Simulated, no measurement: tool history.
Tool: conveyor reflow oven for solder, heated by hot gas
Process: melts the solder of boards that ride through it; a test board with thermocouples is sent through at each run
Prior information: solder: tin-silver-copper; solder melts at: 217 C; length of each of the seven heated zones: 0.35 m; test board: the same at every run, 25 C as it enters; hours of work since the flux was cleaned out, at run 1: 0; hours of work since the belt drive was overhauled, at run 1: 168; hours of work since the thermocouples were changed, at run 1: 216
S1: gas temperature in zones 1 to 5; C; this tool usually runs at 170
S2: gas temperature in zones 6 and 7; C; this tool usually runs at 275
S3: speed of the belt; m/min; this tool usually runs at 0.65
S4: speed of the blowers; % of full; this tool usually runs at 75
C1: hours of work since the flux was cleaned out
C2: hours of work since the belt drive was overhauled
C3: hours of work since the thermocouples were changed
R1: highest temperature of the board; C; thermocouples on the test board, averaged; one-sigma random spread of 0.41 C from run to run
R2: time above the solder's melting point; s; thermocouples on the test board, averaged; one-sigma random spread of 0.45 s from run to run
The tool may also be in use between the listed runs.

run     day   S1   S2     S3  S4   C1   C2   C3     R1    R2
  1       0  170  275   0.65  75    0  168  216  260.3  51.9
  2   1.758  170  275   0.65  75   25  193  240  260.5  52.7
  3   4.129  170  275   0.65  75   58  226  274  259.9  51.8
  4   6.354  170  275  0.576  75   89  257  305  263.9  61.5
  5   8.362  170  275  0.576  75  118  286  333  263.3  60.1
  6   9.533  170  275   0.65  54  134  302  350  254.4  48.7
  7  10.858  170  275   0.65  68  153  321  368  259.4  50.6
  8  13.171  170  275  0.532  68  185  353  401  264.5  66.7
  9  14.725  170  275  0.532  68  207  375  423  264.6  66.3
 10  15.738  170  275  0.532  68  222  390  437  264.8  67.4
 11  17.079  170  275  0.532  68  240  408  456  264.8  67.3
 12  18.321  170  275   0.76  75  258  426  474  254.5  40.2
 13  19.512  170  275   0.76  75  275  443  490  254.4    41
 14   21.65  170  275   0.76  75  305  473  520  253.5  40.5
 15  23.679  170  275   0.76  75  333  501  549  254.1  40.5
 16  25.783  170  275   0.76  75  363  531  579  254.2  41.3
 17  27.096  170  275   0.76  75  382  550  597  254.1  40.8

For run 18, what comes out?
 18  28.721  170  275  0.76  75  404  572  620   ?   ?

{"run 18": {"R1": 253.8, "R2": 40.6}}
If the tool had no hidden condition, the same run with the same run-to-run variation would have returned R1 254.4 C, R2 40.5 s.

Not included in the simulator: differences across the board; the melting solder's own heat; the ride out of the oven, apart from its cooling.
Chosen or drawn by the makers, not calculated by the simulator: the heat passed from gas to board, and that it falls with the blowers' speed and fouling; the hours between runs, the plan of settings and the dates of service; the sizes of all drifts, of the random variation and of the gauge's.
